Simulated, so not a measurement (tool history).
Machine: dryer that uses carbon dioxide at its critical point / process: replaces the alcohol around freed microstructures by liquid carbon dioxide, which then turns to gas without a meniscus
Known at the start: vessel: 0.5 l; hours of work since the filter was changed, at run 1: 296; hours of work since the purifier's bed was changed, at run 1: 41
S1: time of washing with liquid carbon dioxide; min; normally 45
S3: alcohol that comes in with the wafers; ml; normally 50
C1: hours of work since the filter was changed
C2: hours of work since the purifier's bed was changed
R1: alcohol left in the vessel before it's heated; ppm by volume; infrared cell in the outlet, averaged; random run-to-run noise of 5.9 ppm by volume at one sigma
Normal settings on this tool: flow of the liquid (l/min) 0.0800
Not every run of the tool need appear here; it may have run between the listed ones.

run 1 hour=0.0 | S1=45 flow_of_the_liquid_(l/min)=0.0800 S3=50 | C1=296 C2=41 | R1=379
run 2 hour=10.9 | S1=45 flow_of_the_liquid_(l/min)=0.0800 S3=50 | C1=300 C2=45 | R1=383
-- hour=13.5 inlet filter changed
run 3 hour=23.3 | S1=45 flow_of_the_liquid_(l/min)=0.0800 S3=50 | C1=3 C2=49 | R1=217
run 4 hour=35.5 | S1=45 flow_of_the_liquid_(l/min)=0.0800 S3=50 | C1=8 C2=53 | R1=217
run 5 hour=49.1 | S1=45 flow_of_the_liquid_(l/min)=0.0800 S3=87 | C1=13 C2=58 | R1=374
run 6 hour=57.3 | S1=36 flow_of_the_liquid_(l/min)=0.0800 S3=50 | C1=15 C2=61 | R1=723
run 7 hour=66.2 | S1=36 flow_of_the_liquid_(l/min)=0.0800 S3=50 | C1=19 C2=64 | R1=733
run 8 hour=84.9 | S1=33 flow_of_the_liquid_(l/min)=0.0855 S3=69 | C1=25 C2=71 | R1=1128
run 9 hour=102.3 | S1=33 flow_of_the_liquid_(l/min)=0.0855 S3=69 | C1=31 C2=77 | R1=1151
run 10 hour=115.6 | S1=33 flow_of_the_liquid_(l/min)=0.0855 S3=69 | C1=36 C2=82 | R1=1173
run 11 hour=135.2 | S1=46 flow_of_the_liquid_(l/min)=0.0559 S3=50 | C1=43 C2=89 | R1=1229
run 12 hour=149.0 | S1=28 flow_of_the_liquid_(l/min)=0.1016 S3=82 | C1=48 C2=93 | R1=1409
run 13 hour=163.6 | S1=40 flow_of_the_liquid_(l/min)=0.0840 S3=54 | C1=53 C2=99 | R1=404

The same runs without the tool's hidden state, with the same run-to-run variation:
Hidden conditions of the tool in this case: flow that reaches the vessel past the clogged filter, %; alcohol in the recycled carbon dioxide, ppm; drift of the gauge itself on alcohol_ppm, %.
run=1 R1=204
run=2 R1=204
run=3 R1=206
run=4 R1=205
run=5 R1=350
run=6 R1=686
run=7 R1=691
run=8 R1=1056
run=9 R1=1066
run=10 R1=1079
run=11 R1=1124
run=12 R1=1268
run=13 R1=352
